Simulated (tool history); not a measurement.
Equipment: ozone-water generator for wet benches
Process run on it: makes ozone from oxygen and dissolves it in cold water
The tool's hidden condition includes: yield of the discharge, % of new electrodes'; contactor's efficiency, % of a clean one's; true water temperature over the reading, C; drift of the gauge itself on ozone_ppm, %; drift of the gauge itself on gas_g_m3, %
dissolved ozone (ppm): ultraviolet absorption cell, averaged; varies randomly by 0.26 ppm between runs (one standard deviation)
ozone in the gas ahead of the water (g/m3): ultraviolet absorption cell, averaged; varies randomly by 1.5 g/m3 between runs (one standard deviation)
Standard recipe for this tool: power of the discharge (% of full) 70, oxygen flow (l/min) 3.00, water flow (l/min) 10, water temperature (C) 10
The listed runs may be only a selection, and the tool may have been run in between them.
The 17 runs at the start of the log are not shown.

run,hour,power of the discharge (% of full),oxygen flow (l/min),water flow (l/min),water temperature (C),hours of work since the electrodes were changed,hours of work since the contactor was cleaned,hours of work since the thermometer was calibrated,dissolved ozone (ppm),ozone in the gas ahead of the water (g/m3)
18,755.3,72,1.53,10,10,2648,623,1394,32.2,346.4
19,791.4,97,2.72,13,7,2682,657,1428,37.3,327.1
20,825.1,70,3.00,10,11,2714,688,1459,37.2,262.8
21,869.5,63,4.44,16,15,2755,730,1501,25.0,211.0
22,905.3,63,4.44,16,15,2788,763,1534,24.9,211.8
23,949.7,70,3.00,6,14,2830,804,1576,48.7,262.6
24,1000.2,70,2.76,6,10,2877,852,1623,52.5,270.4
25,1061.5,44,3.00,10,10,2934,909,1680,29.1,200.1
26,1115.3,70,3.98,10,6,2984,959,1730,41.4,231.7
27,1157.3,70,3.98,10,6,3024,998,1769,41.8,233.1
28,1186.6,70,3.98,10,6,3051,1025,1797,41.8,233.4
29,1241.8,79,3.98,10,6,3102,1077,1848,44.8,248.4
30,1293.1,55,3.98,12,6,3150,1125,1896,31.6,202.7
31,1329.7,55,3.98,12,6,3184,1159,1930,31.8,202.1

Branching from run 31: 4 alternative next runs. What would each branch give?
A,1377.3,68,3.00,9,10,3229,1203,1975,?,?
B,1377.3,75,4.82,12,6,3229,1203,1975,?,?
C,1377.3,55,3.98,7,6,3229,1203,1975,?,?
D,1377.3,70,4.06,10,10,3229,1203,1975,?,?

run,dissolved ozone (ppm),ozone in the gas ahead of the water (g/m3)
A,40.1,253.4
B,38.4,222.3
C,45.4,201.5
D,39.0,231.1
Stripped of hidden state, with their random variation kept, the same runs would have yielded:
run,dissolved ozone (ppm),ozone in the gas ahead of the water (g/m3)
A,43.1,268.8
B,41.6,236.6
C,48.4,212.2
D,42.0,245.4
